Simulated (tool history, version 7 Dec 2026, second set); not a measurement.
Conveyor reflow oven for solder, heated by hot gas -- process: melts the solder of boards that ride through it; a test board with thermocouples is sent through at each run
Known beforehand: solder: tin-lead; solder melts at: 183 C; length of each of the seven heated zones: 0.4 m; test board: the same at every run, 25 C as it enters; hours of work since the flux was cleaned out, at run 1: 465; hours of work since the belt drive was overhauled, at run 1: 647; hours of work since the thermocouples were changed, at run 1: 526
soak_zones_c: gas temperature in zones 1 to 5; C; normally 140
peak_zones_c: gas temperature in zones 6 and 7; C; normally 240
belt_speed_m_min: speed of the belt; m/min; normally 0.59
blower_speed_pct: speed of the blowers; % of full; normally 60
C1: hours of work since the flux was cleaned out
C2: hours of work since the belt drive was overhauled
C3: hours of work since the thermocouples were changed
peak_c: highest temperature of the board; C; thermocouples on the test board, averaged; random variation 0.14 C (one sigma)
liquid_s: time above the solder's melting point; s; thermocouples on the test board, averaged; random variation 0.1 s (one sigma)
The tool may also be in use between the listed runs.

{"run": 1, "hour": 0.0, "soak_zones_c": 140, "peak_zones_c": 240, "belt_speed_m_min": 0.59, "blower_speed_pct": 60, "C1": 465, "C2": 647, "C3": 526, "peak_c": 223.7, "liquid_s": 67.2}
{"run": 2, "hour": 23.4, "soak_zones_c": 140, "peak_zones_c": 240, "belt_speed_m_min": 0.59, "blower_speed_pct": 60, "C1": 477, "C2": 660, "C3": 538, "peak_c": 223.2, "liquid_s": 67.3}
{"hour": 33.4, "done": "flux residue cleaned out of gas plates and filters"}
{"run": 3, "hour": 50.4, "soak_zones_c": 140, "peak_zones_c": 240, "belt_speed_m_min": 0.59, "blower_speed_pct": 60, "C1": 9, "C2": 672, "C3": 550, "peak_c": 222.5, "liquid_s": 66.3}
{"run": 4, "hour": 76.8, "soak_zones_c": 140, "peak_zones_c": 240, "belt_speed_m_min": 0.59, "blower_speed_pct": 60, "C1": 23, "C2": 686, "C3": 564, "peak_c": 222.1, "liquid_s": 66.2}
{"run": 5, "hour": 100.9, "soak_zones_c": 140, "peak_zones_c": 240, "belt_speed_m_min": 0.59, "blower_speed_pct": 74, "C1": 36, "C2": 699, "C3": 577, "peak_c": 225.4, "liquid_s": 68.9}
{"run": 6, "hour": 117.5, "soak_zones_c": 140, "peak_zones_c": 240, "belt_speed_m_min": 0.59, "blower_speed_pct": 74, "C1": 45, "C2": 708, "C3": 586, "peak_c": 225.2, "liquid_s": 68.7}
{"run": 7, "hour": 145.7, "soak_zones_c": 131, "peak_zones_c": 240, "belt_speed_m_min": 0.59, "blower_speed_pct": 60, "C1": 60, "C2": 723, "C3": 601, "peak_c": 220.2, "liquid_s": 61.5}
{"run": 8, "hour": 168.8, "soak_zones_c": 131, "peak_zones_c": 240, "belt_speed_m_min": 0.59, "blower_speed_pct": 60, "C1": 73, "C2": 735, "C3": 614, "peak_c": 220.6, "liquid_s": 61.5}
{"hour": 176.6, "done": "flux residue cleaned out of gas plates and filters, once more"}
{"run": 9, "hour": 185.3, "soak_zones_c": 131, "peak_zones_c": 240, "belt_speed_m_min": 0.59, "blower_speed_pct": 60, "C1": 5, "C2": 742, "C3": 620, "peak_c": 224.5, "liquid_s": 65.2}
{"run": 10, "hour": 198.2, "soak_zones_c": 131, "peak_zones_c": 240, "belt_speed_m_min": 0.59, "blower_speed_pct": 60, "C1": 12, "C2": 748, "C3": 627, "peak_c": 224.8, "liquid_s": 65.2}
{"run": 11, "hour": 218.2, "soak_zones_c": 131, "peak_zones_c": 240, "belt_speed_m_min": 0.59, "blower_speed_pct": 60, "C1": 22, "C2": 759, "C3": 638, "peak_c": 224.4, "liquid_s": 65.2}
{"run": 12, "hour": 242.0, "soak_zones_c": 140, "peak_zones_c": 240, "belt_speed_m_min": 0.59, "blower_speed_pct": 60, "C1": 35, "C2": 772, "C3": 650, "peak_c": 225.7, "liquid_s": 69.3}
{"run": 13, "hour": 260.1, "soak_zones_c": 140, "peak_zones_c": 240, "belt_speed_m_min": 0.59, "blower_speed_pct": 60, "C1": 45, "C2": 782, "C3": 660, "peak_c": 225.9, "liquid_s": 69.4}
{"hour": 280.2, "done": "belt drive overhauled, speed set with a stopwatch"}
{"run": 14, "hour": 292.1, "soak_zones_c": 154, "peak_zones_c": 240, "belt_speed_m_min": 0.59, "blower_speed_pct": 60, "C1": 60, "C2": 6, "C3": 675, "peak_c": 227.7, "liquid_s": 75.1}
{"run": 15, "hour": 306.7, "soak_zones_c": 140, "peak_zones_c": 240, "belt_speed_m_min": 0.566, "blower_speed_pct": 60, "C1": 68, "C2": 14, "C3": 683, "peak_c": 226.9, "liquid_s": 71.9}
{"run": 16, "hour": 319.6, "soak_zones_c": 140, "peak_zones_c": 240, "belt_speed_m_min": 0.566, "blower_speed_pct": 60, "C1": 75, "C2": 21, "C3": 690, "peak_c": 226.4, "liquid_s": 71.9}
{"run": 17, "hour": 335.3, "soak_zones_c": 140, "peak_zones_c": 240, "belt_speed_m_min": 0.566, "blower_speed_pct": 60, "C1": 83, "C2": 30, "C3": 698, "peak_c": 226.5, "liquid_s": 71.9}
{"run": 18, "hour": 349.2, "soak_zones_c": 140, "peak_zones_c": 240, "belt_speed_m_min": 0.566, "blower_speed_pct": 60, "C1": 91, "C2": 37, "C3": 706, "peak_c": 226.7, "liquid_s": 71.9}
{"run": 19, "hour": 362.0, "soak_zones_c": 140, "peak_zones_c": 240, "belt_speed_m_min": 0.566, "blower_speed_pct": 60, "C1": 97, "C2": 44, "C3": 713, "peak_c": 226.5, "liquid_s": 71.6}
{"run": 20, "hour": 389.4, "soak_zones_c": 154, "peak_zones_c": 240, "belt_speed_m_min": 0.566, "blower_speed_pct": 74, "C1": 112, "C2": 59, "C3": 727, "peak_c": 231.3, "liquid_s": 80.2}
{"run": 21, "hour": 408.1, "soak_zones_c": 147, "peak_zones_c": 250, "belt_speed_m_min": 0.476, "blower_speed_pct": 72, "C1": 122, "C2": 69, "C3": 737, "peak_c": 243.6, "liquid_s": 98.4}
{"run": 22, "hour": 425.7, "soak_zones_c": 141, "peak_zones_c": 241, "belt_speed_m_min": 0.49, "blower_speed_pct": 81, "C1": 132, "C2": 78, "C3": 747, "peak_c": 235, "liquid_s": 89.8}
{"run": 23, "hour": 452.7, "soak_zones_c": 140, "peak_zones_c": 247, "belt_speed_m_min": 0.656, "blower_speed_pct": 60, "C1": 146, "C2": 93, "C3": 761, "peak_c": 227.5, "liquid_s": 62.1}
{"run": 24, "hour": 471.0, "soak_zones_c": 140, "peak_zones_c": 247, "belt_speed_m_min": 0.656, "blower_speed_pct": 60, "C1": 156, "C2": 103, "C3": 771, "peak_c": 227.4, "liquid_s": 62.1}
{"run": 25, "hour": 496.9, "soak_zones_c": 140, "peak_zones_c": 247, "belt_speed_m_min": 0.656, "blower_speed_pct": 60, "C1": 170, "C2": 116, "C3": 785, "peak_c": 227.4, "liquid_s": 62}
{"run": 26, "hour": 517.9, "soak_zones_c": 146, "peak_zones_c": 242, "belt_speed_m_min": 0.627, "blower_speed_pct": 60, "C1": 181, "C2": 128, "C3": 796, "peak_c": 225.6, "liquid_s": 66.2}
{"run": 27, "hour": 530.6, "soak_zones_c": 138, "peak_zones_c": 242, "belt_speed_m_min": 0.627, "blower_speed_pct": 64, "C1": 188, "C2": 135, "C3": 803, "peak_c": 225.7, "liquid_s": 63.2}
{"run": 28, "hour": 554.5, "soak_zones_c": 138, "peak_zones_c": 242, "belt_speed_m_min": 0.627, "blower_speed_pct": 64, "C1": 201, "C2": 147, "C3": 816, "peak_c": 225.5, "liquid_s": 63.1}
{"run": 29, "hour": 568.7, "soak_zones_c": 140, "peak_zones_c": 245, "belt_speed_m_min": 0.59, "blower_speed_pct": 66, "C1": 208, "C2": 155, "C3": 824, "peak_c": 231, "liquid_s": 71.6}
{"run": 30, "hour": 584.2, "soak_zones_c": 140, "peak_zones_c": 245, "belt_speed_m_min": 0.59, "blower_speed_pct": 66, "C1": 217, "C2": 163, "C3": 832, "peak_c": 231.1, "liquid_s": 71.7}
{"run": 31, "hour": 601.3, "soak_zones_c": 140, "peak_zones_c": 245, "belt_speed_m_min": 0.59, "blower_speed_pct": 66, "C1": 226, "C2": 173, "C3": 841, "peak_c": 230.9, "liquid_s": 71.5}
{"run": 32, "hour": 616.1, "soak_zones_c": 140, "peak_zones_c": 245, "belt_speed_m_min": 0.59, "blower_speed_pct": 66, "C1": 234, "C2": 180, "C3": 849, "peak_c": 230.9, "liquid_s": 71.5}

3 ways to go on from here, each from the tool as it stands after run 32. What would each give?
{"run": "A", "hour": 636.0, "soak_zones_c": 140, "peak_zones_c": 252, "belt_speed_m_min": 0.582, "blower_speed_pct": 79, "C1": 245, "C2": 191, "C3": 860, "peak_c": "?", "liquid_s": "?"}
{"run": "B", "hour": 636.0, "soak_zones_c": 140, "peak_zones_c": 251, "belt_speed_m_min": 0.489, "blower_speed_pct": 59, "C1": 245, "C2": 191, "C3": 860, "peak_c": "?", "liquid_s": "?"}
{"run": "C", "hour": 636.0, "soak_zones_c": 134, "peak_zones_c": 247, "belt_speed_m_min": 0.555, "blower_speed_pct": 60, "C1": 245, "C2": 191, "C3": 860, "peak_c": "?", "liquid_s": "?"}

run=A peak_c=240.6 liquid_s=77.4
run=B peak_c=240.5 liquid_s=92.3
run=C peak_c=232.3 liquid_s=74.6
Take away the tool's hidden state, keep each run's random variation, and the runs would have read:
run=A peak_c=241.1 liquid_s=77.3
run=B peak_c=240.5 liquid_s=92
run=C peak_c=232.6 liquid_s=74.7
